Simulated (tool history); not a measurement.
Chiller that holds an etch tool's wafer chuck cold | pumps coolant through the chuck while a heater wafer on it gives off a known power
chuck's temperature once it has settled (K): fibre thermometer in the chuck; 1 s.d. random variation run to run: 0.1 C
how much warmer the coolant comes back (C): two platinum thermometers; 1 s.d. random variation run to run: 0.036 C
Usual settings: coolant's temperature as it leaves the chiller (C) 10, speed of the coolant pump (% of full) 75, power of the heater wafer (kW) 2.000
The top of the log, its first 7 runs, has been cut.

run	hour	coolant's temperature as it leaves the chiller (C)	speed of the coolant pump (% of full)	power of the heater wafer (kW)	chuck's temperature once it has settled (K)	how much warmer the coolant comes back (C)
8	500.9	10	63	2.000	301.55	8.58
9	595.4	10	63	2.000	301.55	8.62
10	666.3	10	75	2.000	299.95	7.29
11	748.4	10	75	2.000	299.85	7.32
12	792.9	10	75	2.000	299.85	7.32
13	890.2	12	75	2.000	301.95	7.34
14	988.5	12	75	2.000	301.95	7.33
15	1044.4	12	75	2.000	302.05	7.33
16	1091.1	10	67	2.000	301.35	8.25
17	1163.9	15	74	1.384	299.95	5.12
18	1219.2	10	75	1.494	295.75	5.45
19	1277.0	10	75	1.494	296.15	5.51
20	1338.7	10	83	2.998	306.85	10.11
21	1409.6	10	94	2.490	301.25	7.39
22	1496.3	14	73	2.490	308.55	9.55
23	1578.7	12	73	1.345	297.05	5.09
24	1679.2	12	73	1.116	294.95	4.30

Run 25, settings as shown, results not yet in. Your forecast:
25	1760.2	12	73	1.116	?	?

{"run 25": {"chuck's temperature once it has settled (K)": 295.25, "how much warmer the coolant comes back (C)": 4.28}}
Minus the tool's unlogged condition, the same run would have read chuck's temperature once it has settled (K) 293.85, how much warmer the coolant comes back (C) 3.92.

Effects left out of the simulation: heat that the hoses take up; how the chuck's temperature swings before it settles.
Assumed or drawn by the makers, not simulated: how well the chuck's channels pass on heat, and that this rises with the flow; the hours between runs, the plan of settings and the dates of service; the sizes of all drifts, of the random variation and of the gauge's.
